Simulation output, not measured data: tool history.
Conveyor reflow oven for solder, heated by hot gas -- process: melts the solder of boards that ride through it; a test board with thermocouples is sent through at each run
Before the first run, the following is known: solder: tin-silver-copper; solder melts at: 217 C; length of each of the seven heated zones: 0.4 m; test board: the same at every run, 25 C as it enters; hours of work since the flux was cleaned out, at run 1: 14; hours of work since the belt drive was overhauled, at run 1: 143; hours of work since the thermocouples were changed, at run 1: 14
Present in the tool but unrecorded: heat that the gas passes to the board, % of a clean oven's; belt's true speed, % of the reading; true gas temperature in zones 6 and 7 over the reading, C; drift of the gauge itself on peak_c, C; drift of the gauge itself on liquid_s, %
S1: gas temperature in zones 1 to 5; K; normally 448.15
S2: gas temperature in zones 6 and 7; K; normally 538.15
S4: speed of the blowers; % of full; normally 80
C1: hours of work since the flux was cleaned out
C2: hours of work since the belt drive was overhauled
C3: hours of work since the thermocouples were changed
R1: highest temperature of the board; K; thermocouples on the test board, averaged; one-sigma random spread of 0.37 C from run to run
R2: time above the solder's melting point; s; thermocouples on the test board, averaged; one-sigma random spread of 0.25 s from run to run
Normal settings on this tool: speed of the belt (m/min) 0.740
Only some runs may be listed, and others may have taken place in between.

run 1 hour=0.0 | S1=448.15 S2=538.15 speed_of_the_belt_(m/min)=0.740 S4=80 | C1=14 C2=143 C3=14 | R1=526.65 R2=50.4
run 2 hour=17.9 | S1=448.15 S2=538.15 speed_of_the_belt_(m/min)=0.740 S4=80 | C1=21 C2=151 C3=21 | R1=527.05 R2=50.8
run 3 hour=31.7 | S1=448.15 S2=538.15 speed_of_the_belt_(m/min)=0.740 S4=80 | C1=27 C2=156 C3=27 | R1=527.05 R2=50.3
run 4 hour=49.0 | S1=448.15 S2=538.15 speed_of_the_belt_(m/min)=0.740 S4=80 | C1=34 C2=164 C3=34 | R1=526.55 R2=50.7
run 5 hour=79.7 | S1=448.15 S2=538.15 speed_of_the_belt_(m/min)=0.740 S4=80 | C1=47 C2=176 C3=47 | R1=526.15 R2=50.4
run 6 hour=111.6 | S1=448.15 S2=538.15 speed_of_the_belt_(m/min)=0.740 S4=80 | C1=60 C2=190 C3=60 | R1=526.15 R2=50.7
run 7 hour=138.7 | S1=448.15 S2=538.15 speed_of_the_belt_(m/min)=0.740 S4=80 | C1=72 C2=201 C3=72 | R1=527.25 R2=50.6
run 8 hour=169.6 | S1=448.15 S2=538.15 speed_of_the_belt_(m/min)=0.740 S4=80 | C1=85 C2=214 C3=85 | R1=527.25 R2=51.0
run 9 hour=183.4 | S1=448.15 S2=538.15 speed_of_the_belt_(m/min)=0.740 S4=80 | C1=90 C2=220 C3=90 | R1=527.25 R2=50.8
run 10 hour=197.7 | S1=448.15 S2=545.15 speed_of_the_belt_(m/min)=0.740 S4=80 | C1=96 C2=226 C3=96 | R1=532.45 R2=53.6
run 11 hour=218.3 | S1=448.15 S2=538.15 speed_of_the_belt_(m/min)=0.738 S4=80 | C1=105 C2=235 C3=105 | R1=526.75 R2=50.9
run 12 hour=234.7 | S1=448.15 S2=538.15 speed_of_the_belt_(m/min)=0.738 S4=80 | C1=112 C2=241 C3=112 | R1=526.75 R2=50.6
run 13 hour=260.3 | S1=448.15 S2=538.15 speed_of_the_belt_(m/min)=0.740 S4=83 | C1=123 C2=252 C3=123 | R1=527.05 R2=50.8
run 14 hour=279.1 | S1=448.15 S2=538.15 speed_of_the_belt_(m/min)=0.868 S4=83 | C1=130 C2=260 C3=130 | R1=522.45 R2=40.1
run 15 hour=308.6 | S1=447.15 S2=550.15 speed_of_the_belt_(m/min)=0.691 S4=80 | C1=143 C2=272 C3=143 | R1=539.55 R2=60.5
run 16 hour=326.9 | S1=448.15 S2=541.15 speed_of_the_belt_(m/min)=0.639 S4=68 | C1=150 C2=280 C3=150 | R1=531.55 R2=62.2
run 17 hour=355.7 | S1=448.15 S2=531.15 speed_of_the_belt_(m/min)=0.659 S4=80 | C1=163 C2=292 C3=163 | R1=523.45 R2=55.0
run 18 hour=387.4 | S1=448.15 S2=538.15 speed_of_the_belt_(m/min)=0.633 S4=80 | C1=176 C2=305 C3=176 | R1=529.55 R2=62.1
run 19 hour=400.7 | S1=448.15 S2=538.15 speed_of_the_belt_(m/min)=0.734 S4=72 | C1=181 C2=311 C3=181 | R1=526.25 R2=50.6
run 20 hour=425.3 | S1=448.15 S2=538.15 speed_of_the_belt_(m/min)=0.734 S4=72 | C1=192 C2=321 C3=192 | R1=526.45 R2=50.7
run 21 hour=444.0 | S1=448.15 S2=538.15 speed_of_the_belt_(m/min)=0.740 S4=52 | C1=200 C2=329 C3=200 | R1=523.45 R2=47.3
run 22 hour=474.9 | S1=460.15 S2=538.15 speed_of_the_belt_(m/min)=0.754 S4=52 | C1=212 C2=342 C3=212 | R1=524.15 R2=51.1
run 23 hour=490.5 | S1=448.15 S2=540.15 speed_of_the_belt_(m/min)=0.810 S4=80 | C1=219 C2=349 C3=219 | R1=525.15 R2=45.2
run 24 hour=518.4 | S1=448.15 S2=540.15 speed_of_the_belt_(m/min)=0.810 S4=80 | C1=231 C2=360 C3=231 | R1=526.45 R2=45.2
run 25 hour=533.1 | S1=439.15 S2=536.15 speed_of_the_belt_(m/min)=0.740 S4=80 | C1=237 C2=366 C3=237 | R1=524.45 R2=46.2
run 26 hour=561.3 | S1=439.15 S2=536.15 speed_of_the_belt_(m/min)=0.740 S4=80 | C1=249 C2=378 C3=249 | R1=524.45 R2=45.8
run 27 hour=579.2 | S1=436.15 S2=536.15 speed_of_the_belt_(m/min)=0.740 S4=80 | C1=256 C2=386 C3=256 | R1=523.05 R2=45.5
run 28 hour=612.1 | S1=436.15 S2=536.15 speed_of_the_belt_(m/min)=0.740 S4=80 | C1=270 C2=399 C3=270 | R1=523.45 R2=45.2

What if the next run were any one of these 4? Each begins from the tool's condition after run 28:
run A hour=629.7 | S1=446.15 S2=552.15 speed_of_the_belt_(m/min)=0.740 S4=82 | C1=277 C2=407 C3=277 | R1=? R2=?
run B hour=629.7 | S1=436.15 S2=546.15 speed_of_the_belt_(m/min)=0.751 S4=80 | C1=277 C2=407 C3=277 | R1=? R2=?
run C hour=629.7 | S1=451.15 S2=538.15 speed_of_the_belt_(m/min)=0.818 S4=60 | C1=277 C2=407 C3=277 | R1=? R2=?
run D hour=629.7 | S1=436.15 S2=536.15 speed_of_the_belt_(m/min)=0.740 S4=80 | C1=277 C2=407 C3=277 | R1=? R2=?

run=A R1=539.65 R2=55.8
run=B R1=531.45 R2=48.8
run=C R1=521.05 R2=42.1
run=D R1=523.95 R2=45.1
What these runs would have given with no unlogged condition in the tool:
run=A R1=539.75 R2=55.8
run=B R1=531.55 R2=48.9
run=C R1=521.15 R2=42.2
run=D R1=523.95 R2=45.1
